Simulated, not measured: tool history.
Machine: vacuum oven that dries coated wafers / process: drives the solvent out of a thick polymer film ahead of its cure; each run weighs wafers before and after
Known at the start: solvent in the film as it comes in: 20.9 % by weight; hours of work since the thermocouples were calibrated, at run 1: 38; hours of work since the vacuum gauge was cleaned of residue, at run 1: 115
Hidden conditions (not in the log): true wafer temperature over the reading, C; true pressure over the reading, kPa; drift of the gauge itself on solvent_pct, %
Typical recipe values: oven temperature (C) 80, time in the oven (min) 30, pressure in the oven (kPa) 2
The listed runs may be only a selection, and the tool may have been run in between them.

run     day  oven temperature (C)  time in the oven (min)  pressure in the oven (kPa)  hours of work since the thermocouples were calibrated  hours of work since the vacuum gauge was cleaned of residue  solvent left in the film (%)
  1       0                    80                      30                           2                                                     38                                                          115                          4.45
  2   1.775                    80                      30                           2                                                     60                                                          137                          4.47
  3   3.154                    80                      30                           2                                                     78                                                          155                          4.45
  4   4.654                    80                      30                        5.81                                                     96                                                          173                          5.89
  5   6.388                    80                      30                        5.81                                                    118                                                          195                           5.9
  6   7.408                    80                      30                        5.81                                                    131                                                          208                          5.85
  7   9.162                    80                      30                        5.81                                                    153                                                          230                          5.89
  8  10.617                    80                      30                        5.81                                                    171                                                          248                          5.87
  9  11.996                    80                      30                        5.81                                                    189                                                          266                          5.85

What will run 10 give?
 10  13.375                    79                      21                           2                                                    206                                                          283                             ?

{"run 10": {"solvent left in the film (%)": 6.96}}
Without the tool's hidden state the same run would have given solvent left in the film (%) 7.17.
